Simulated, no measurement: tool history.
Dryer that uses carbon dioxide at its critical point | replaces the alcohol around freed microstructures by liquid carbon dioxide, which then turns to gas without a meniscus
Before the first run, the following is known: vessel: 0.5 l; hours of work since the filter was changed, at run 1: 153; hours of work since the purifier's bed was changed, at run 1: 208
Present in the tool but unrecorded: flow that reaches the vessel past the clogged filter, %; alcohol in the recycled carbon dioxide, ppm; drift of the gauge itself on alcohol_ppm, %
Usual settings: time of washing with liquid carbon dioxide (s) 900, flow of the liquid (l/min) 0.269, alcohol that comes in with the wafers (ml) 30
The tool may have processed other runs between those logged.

| run | hour | time of washing with liquid carbon dioxide (s) | flow of the liquid (l/min) | alcohol that comes in with the wafers (ml) | hours of work since the filter was changed | hours of work since the purifier's bed was changed | alcohol left in the vessel before it's heated (ppm by volume) |
|---|---|---|---|---|---|---|---|
| 1 | 0 | 900 | 0.269 | 30 | 153 | 208 | 130 |
| 2 | 9.7 | 900 | 0.269 | 30 | 160 | 214 | 131 |
| 3 | 17 | 900 | 0.269 | 30 | 164 | 219 | 134 |
| 4 | 25.7 | 900 | 0.269 | 30 | 170 | 225 | 127 |
| 5 | 35.5 | 600 | 0.269 | 30 | 176 | 231 | 839 |
| 6 | 47.7 | 600 | 0.269 | 30 | 184 | 239 | 810 |
| 7 | 58.4 | 600 | 0.269 | 30 | 191 | 245 | 822 |
| 8 | 66.5 | 600 | 0.269 | 30 | 196 | 251 | 827 |
| 9 | 78.4 | 600 | 0.269 | 60 | 203 | 258 | 1646 |
| 10 | 85.4 | 600 | 0.269 | 60 | 208 | 263 | 1615 |
| 11 | 93.2 | 720 | 0.268 | 87 | 213 | 268 | 1039 |
| 12 | 100.2 | 900 | 0.307 | 30 | 217 | 272 | 89 |
| 13 | 111 | 900 | 0.353 | 87 | 224 | 279 | 76 |
| 14 | 118.1 | 1020 | 0.353 | 102 | 229 | 283 | 73 |
| 15 | 130 | 960 | 0.191 | 48 | 236 | 291 | 836 |
| 16 | 135.6 | 960 | 0.191 | 48 | 240 | 295 | 815 |
| 17 | 142.1 | 660 | 0.38 | 115 | 244 | 299 | 338 |
| 18 | 153.5 | 1080 | 0.269 | 38 | 251 | 306 | 89 |

5 options for the next run, each taken on its own from the tool as it stands now. Forecast them:
| A | 159.7 | 720 | 0.269 | 38 | 255 | 310 | ? |
| B | 159.7 | 780 | 0.268 | 29 | 255 | 310 | ? |
| C | 159.7 | 900 | 0.199 | 30 | 255 | 310 | ? |
| D | 159.7 | 720 | 0.21 | 38 | 255 | 310 | ? |
| E | 159.7 | 660 | 0.269 | 38 | 255 | 310 | ? |

| run | alcohol left in the vessel before it's heated (ppm by volume) |
|---|---|
| A | 504 |
| B | 296 |
| C | 629 |
| D | 1508 |
| E | 734 |
Take away the tool's hidden state, keep each run's random variation, and the runs would have read:
| run | alcohol left in the vessel before it's heated (ppm by volume) |
|---|---|
| A | 319 |
| B | 170 |
| C | 416 |
| D | 1107 |
| E | 493 |
